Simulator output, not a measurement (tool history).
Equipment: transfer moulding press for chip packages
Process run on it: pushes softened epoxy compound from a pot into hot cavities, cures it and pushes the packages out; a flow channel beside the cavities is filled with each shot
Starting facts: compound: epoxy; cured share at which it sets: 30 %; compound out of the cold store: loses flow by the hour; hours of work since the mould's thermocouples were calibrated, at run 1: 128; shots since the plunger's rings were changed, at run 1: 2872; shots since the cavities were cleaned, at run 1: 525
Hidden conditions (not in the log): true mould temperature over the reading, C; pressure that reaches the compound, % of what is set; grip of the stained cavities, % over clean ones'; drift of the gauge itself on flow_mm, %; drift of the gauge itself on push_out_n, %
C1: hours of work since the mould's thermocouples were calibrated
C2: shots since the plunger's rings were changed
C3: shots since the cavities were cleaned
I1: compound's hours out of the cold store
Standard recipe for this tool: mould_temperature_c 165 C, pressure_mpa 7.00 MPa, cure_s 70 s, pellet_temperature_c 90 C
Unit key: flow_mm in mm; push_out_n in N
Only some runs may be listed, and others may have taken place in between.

Run 1, day 0.000: usual settings; C1 128; C2 2872; C3 525; I1 39.7. Result: flow_mm 651 mm, push_out_n 740 N.
Run 2, day 0.954: usual settings; C1 138; C2 3097; C3 750; I1 12.0. Result: flow_mm 696 mm, push_out_n 844 N.
Run 3, day 1.804: usual settings; C1 147; C2 3296; C3 949; I1 30.0. Result: flow_mm 667 mm, push_out_n 870 N.
At day 2.254: cavities cleaned with cleaning compound and waxed.
Run 4, day 2.354: usual settings but cure_s 81 s; C1 152; C2 3411; C3 24; I1 40.1. Result: flow_mm 644 mm, push_out_n 402 N.
Run 5, day 2.862: usual settings; C1 157; C2 3530; C3 143; I1 22.0. Result: flow_mm 670 mm, push_out_n 638 N.
Run 6, day 3.371: usual settings; C1 163; C2 3649; C3 262; I1 20.6. Result: flow_mm 671 mm, push_out_n 708 N.
Run 7, day 4.225: usual settings; C1 172; C2 3850; C3 463; I1 19.6. Result: flow_mm 669 mm, push_out_n 809 N.
Run 8, day 4.638: usual settings but cure_s 84 s; C1 176; C2 3947; C3 560; I1 39.6. Result: flow_mm 643 mm, push_out_n 576 N.
At day 4.871: plunger's sealing rings changed.
Run 9, day 5.508: usual settings but mould_temperature_c 158 C; C1 184; C2 150; C3 740; I1 29.3. Result: flow_mm 710 mm, push_out_n 1441 N.
Run 10, day 6.096: usual settings but pellet_temperature_c 86 C; C1 190; C2 288; C3 878; I1 36.7. Result: flow_mm 687 mm, push_out_n 829 N.
At day 6.858: cavities cleaned with cleaning compound and waxed.
Run 11, day 6.900: usual settings but mould_temperature_c 172 C, pellet_temperature_c 86 C; C1 198; C2 462; C3 10; I1 34.2. Result: flow_mm 670 mm, push_out_n 355 N.
Run 12, day 7.379: usual settings but mould_temperature_c 172 C, pellet_temperature_c 86 C; C1 203; C2 574; C3 122; I1 39.3. Result: flow_mm 658 mm, push_out_n 425 N.
Run 13, day 8.096: usual settings but pressure_mpa 5.94 MPa, pellet_temperature_c 86 C; C1 210; C2 743; C3 291; I1 35.8. Result: flow_mm 624 mm, push_out_n 715 N.
Run 14, day 8.588: usual settings but cure_s 76 s, pellet_temperature_c 86 C; C1 216; C2 858; C3 406; I1 28.4. Result: flow_mm 693 mm, push_out_n 610 N.
Run 15, day 9.000: usual settings but mould_temperature_c 161 C, pressure_mpa 6.38 MPa, pellet_temperature_c 91 C; C1 220; C2 955; C3 503; I1 32.0. Result: flow_mm 659 mm, push_out_n 1068 N.
Run 16, day 9.688: usual settings but mould_temperature_c 161 C, pressure_mpa 5.26 MPa, cure_s 69 s, pellet_temperature_c 91 C; C1 227; C2 1117; C3 665; I1 14.0. Result: flow_mm 630 mm, push_out_n 1172 N.
Run 17, day 10.083: usual settings but mould_temperature_c 161 C, pressure_mpa 5.26 MPa, cure_s 69 s, pellet_temperature_c 91 C; C1 231; C2 1210; C3 758; I1 18.3. Result: flow_mm 629 mm, push_out_n 1173 N.
Run 18, day 11.042: usual settings but mould_temperature_c 161 C, pressure_mpa 5.26 MPa, cure_s 69 s, pellet_temperature_c 91 C; C1 241; C2 1435; C3 983; I1 44.6. Result: flow_mm 574 mm, push_out_n 1153 N.
At day 11.317: cavities cleaned with cleaning compound and waxed.
Run 19, day 11.617: usual settings but mould_temperature_c 163 C, pressure_mpa 8.32 MPa, cure_s 69 s, pellet_temperature_c 92 C; C1 247; C2 1555; C3 71; I1 33.3. Result: flow_mm 741 mm, push_out_n 658 N.
Run 20, day 12.442: usual settings but pellet_temperature_c 83 C; C1 255; C2 1749; C3 265; I1 45.9. Result: flow_mm 649 mm, push_out_n 660 N.
Run 21, day 12.950: usual settings but mould_temperature_c 162 C, cure_s 86 s, pellet_temperature_c 96 C; C1 261; C2 1868; C3 384; I1 47.0. Result: flow_mm 657 mm, push_out_n 560 N.
Run 22, day 13.692: usual settings but pressure_mpa 8.51 MPa; C1 268; C2 2042; C3 558; I1 35.7. Result: flow_mm 737 mm, push_out_n 770 N.
Run 23, day 14.338: usual settings but pressure_mpa 8.51 MPa; C1 275; C2 2194; C3 710; I1 14.6. Result: flow_mm 771 mm, push_out_n 797 N.

Predict each of these 3 candidate next runs independently; none follows another, all start after run 23:
Run A, day 15.104: usual settings but mould_temperature_c 172 C, pressure_mpa 8.51 MPa, cure_s 66 s, pellet_temperature_c 83 C; C1 283; C2 2375; C3 891; I1 44.1. Result: flow_mm ?, push_out_n ?.
Run B, day 15.104: usual settings but pressure_mpa 5.80 MPa, cure_s 66 s, pellet_temperature_c 88 C; C1 283; C2 2375; C3 891; I1 20.5. Result: flow_mm ?, push_out_n ?.
Run C, day 15.104: usual settings but mould_temperature_c 161 C, pressure_mpa 7.48 MPa, pellet_temperature_c 98 C; C1 283; C2 2375; C3 891; I1 36.6. Result: flow_mm ?, push_out_n ?.

run  flow_mm  push_out_n
  A      697         650
  B      626        1000
  C      688        1031
Had the tool no hidden state, the same runs would have come out as:
run  flow_mm  push_out_n
  A      725         398
  B      651         625
  C      715         645
